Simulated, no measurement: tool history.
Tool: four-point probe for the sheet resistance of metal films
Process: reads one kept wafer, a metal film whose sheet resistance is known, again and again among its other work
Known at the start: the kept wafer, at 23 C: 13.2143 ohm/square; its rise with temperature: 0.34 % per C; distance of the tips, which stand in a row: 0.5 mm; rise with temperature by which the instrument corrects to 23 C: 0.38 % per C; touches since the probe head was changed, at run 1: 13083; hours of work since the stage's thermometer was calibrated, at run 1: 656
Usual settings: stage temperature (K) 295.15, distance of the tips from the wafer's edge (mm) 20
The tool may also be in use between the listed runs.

run	hour	stage temperature (K)	distance of the tips from the wafer's edge (mm)	touches since the probe head was changed	hours of work since the stage's thermometer was calibrated	sheet resistance as the instrument gives it (ohm/square)
1	0	295.15	20	13083	656	13.224122
2	18.6	295.15	8	13527	670	13.247068
3	33	295.15	8	13873	681	13.24986
4	46	295.15	8	14182	691	13.249015
5	63.2	295.15	8	14594	704	13.246715
6	76.3	295.15	8	14908	714	13.245594
7	84.6	295.15	8	15105	720	13.245729
8	96.7	295.15	8	15396	730	13.247652
9	112	295.15	11	15762	741	13.23749
10	123.5	295.15	11	16036	750	13.235812
11	132	295.15	11	16238	756	13.232763
12	143.3	295.15	11	16509	765	13.231515
13	152.7	295.15	11	16735	772	13.238836
14	166.5	295.15	11	17063	783	13.235388
15	179.7	301.15	20	17381	793	13.196072
16	193.6	295.15	20	17711	803	13.221826
17	212.6	295.15	20	18168	818	13.229241
18	229.5	295.15	20	18569	830	13.227292
19	237.7	295.15	20	18766	837	13.227918
20	254.8	295.15	20	19175	850	13.224909
21	263.8	295.15	5	19390	856	13.293127
22	282.4	305.15	20	19837	871	13.181369
23	300.8	293.15	22	20275	884	13.23725
24	314.6	293.15	22	20605	895	13.235905
25	323.9	306.15	36	20827	902	13.169664
26	342.9	306.15	4	21282	916	13.276579
27	351.8	306.15	4	21494	923	13.278586
28	361.4	296.15	71	21724	930	13.213875
29	373.3	296.15	71	22009	940	13.212681
30	388.3	291.15	9	22367	951	13.266741
31	407.4	293.15	49	22824	965	13.235382
32	425.7	294.15	27	23263	979	13.227235
33	438.7	291.15	11	23572	989	13.251485
34	448	294.15	42	23795	996	13.22802
35	457.3	305.15	20	24017	1003	13.176827
36	471.2	300.15	3	24349	1014	13.388664
37	483.5	294.15	18	24644	1023	13.231002
38	501.6	293.15	31	25078	1037	13.236818
39	511.5	295.15	7	25314	1044	13.256767
40	526.6	295.15	7	25675	1056	13.259395
41	535.5	291.15	9	25887	1063	13.26378
42	549.4	291.15	9	26220	1073	13.264045
43	567.4	306.15	5	26650	1087	13.23548
44	581.6	295.15	73	26991	1098	13.216322

Forecast each of these 4 alternatives for the next run:
A	590.6	293.15	17	27205	1104	?
B	590.6	304.15	40	27205	1104	?
C	590.6	296.15	50	27205	1104	?
D	590.6	304.15	5	27205	1104	?

run	sheet resistance as the instrument gives it (ohm/square)
A	13.234342
B	13.17366
C	13.215779
D	13.247778
Without the tool's hidden state the same runs would have given:
run	sheet resistance as the instrument gives it (ohm/square)
A	13.233506
B	13.172836
C	13.214946
D	13.246949
